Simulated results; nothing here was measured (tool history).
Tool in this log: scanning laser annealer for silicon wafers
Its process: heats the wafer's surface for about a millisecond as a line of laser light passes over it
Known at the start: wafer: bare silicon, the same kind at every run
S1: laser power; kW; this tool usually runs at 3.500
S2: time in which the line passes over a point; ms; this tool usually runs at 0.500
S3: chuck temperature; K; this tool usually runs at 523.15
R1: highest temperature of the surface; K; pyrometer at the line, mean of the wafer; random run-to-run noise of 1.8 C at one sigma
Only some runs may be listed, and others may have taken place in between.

run    hour     S1     S2      S3       R1
  1     0.0  3.500  0.500  523.15  1248.15
  2    58.4  3.500  0.500  523.15  1243.15
  3    84.6  3.500  0.500  523.15  1246.15
  4   115.4  3.500  0.500  523.15  1242.15
      129.7  -- optics aligned, line set to its width
  5   155.3  3.500  0.391  523.15  1168.15
  6   214.4  3.500  0.391  523.15  1166.15
  7   271.5  3.500  0.500  510.15  1244.15
  8   314.9  3.436  0.500  523.15  1237.15
  9   357.2  3.500  0.500  523.15  1252.15
 10   416.3  3.500  0.500  523.15  1255.15
 11   460.1  3.500  0.500  523.15  1249.15
 12   496.2  3.500  0.500  523.15  1247.15
 13   541.6  3.733  0.500  523.15  1313.15
 14   579.0  3.500  0.524  523.15  1267.15
 15   617.8  3.500  0.524  523.15  1267.15
 16   676.3  3.054  0.500  523.15  1125.15
 17   728.4  3.054  0.484  523.15  1112.15
 18   768.2  3.054  0.484  523.15  1115.15
 19   805.9  3.054  0.484  523.15  1114.15
 20   857.7  3.054  0.484  523.15  1110.15
      911.1  -- window over the wafer cleaned
 21   913.4  3.054  0.613  492.15  1181.15
 22   939.1  3.054  0.613  492.15  1175.15
 23   973.3  3.253  0.528  562.15  1253.15
 24  1004.4  3.580  0.614  538.15  1387.15
 25  1060.2  3.580  0.456  508.15  1229.15
 26  1092.6  3.580  0.456  508.15  1230.15
 27  1138.9  3.580  0.456  508.15  1229.15
 28  1187.7  3.580  0.456  508.15  1228.15
 29  1227.2  3.580  0.456  508.15  1228.15
 30  1274.8  3.580  0.456  508.15  1225.15
 31  1319.1  3.247  0.386  532.15  1108.15
 32  1355.5  3.344  0.555  532.15  1258.15
 33  1379.6  3.569  0.364  523.15  1155.15
 34  1419.8  3.569  0.364  523.15  1154.15
 35  1474.5  3.358  0.364  508.15  1086.15
 36  1499.6  3.513  0.500  559.15  1287.15
 37  1531.5  3.207  0.500  548.15  1192.15
 38  1568.4  3.207  0.500  501.15  1148.15
 39  1624.1  3.717  0.500  501.15  1286.15
 40  1649.9  3.535  0.388  550.15  1190.15

Measured less the same run without the tool's hidden state. The same run-to-run variation is in both; the gauge's scatter may not be:
Unlogged tool condition in this case: light that passes the window, % of a clean one's; laser's true power over the reading, %; width of the line over the set one, %; drift of the gauge itself on peak_c, C.
run      R1
  1  -25.00
  2  -26.00
  3  -27.00
  4  -27.00
  5  -12.00
  6  -13.00
  7  -16.00
  8  -17.00
  9  -18.00
 10  -20.00
 11  -20.00
 12  -21.00
 13  -25.00
 14  -24.00
 15  -25.00
 16  -21.00
 17  -22.00
 18  -22.00
 19  -24.00
 20  -25.00
 21   -7.00
 22   -8.00
 23   -9.00
 24  -12.00
 25  -11.00
 26  -12.00
 27  -13.00
 28  -14.00
 29  -16.00
 30  -16.00
 31  -14.00
 32  -19.00
 33  -17.00
 34  -18.00
 35  -17.00
 36  -23.00
 37  -20.00
 38  -21.00
 39  -27.00
 40  -22.00
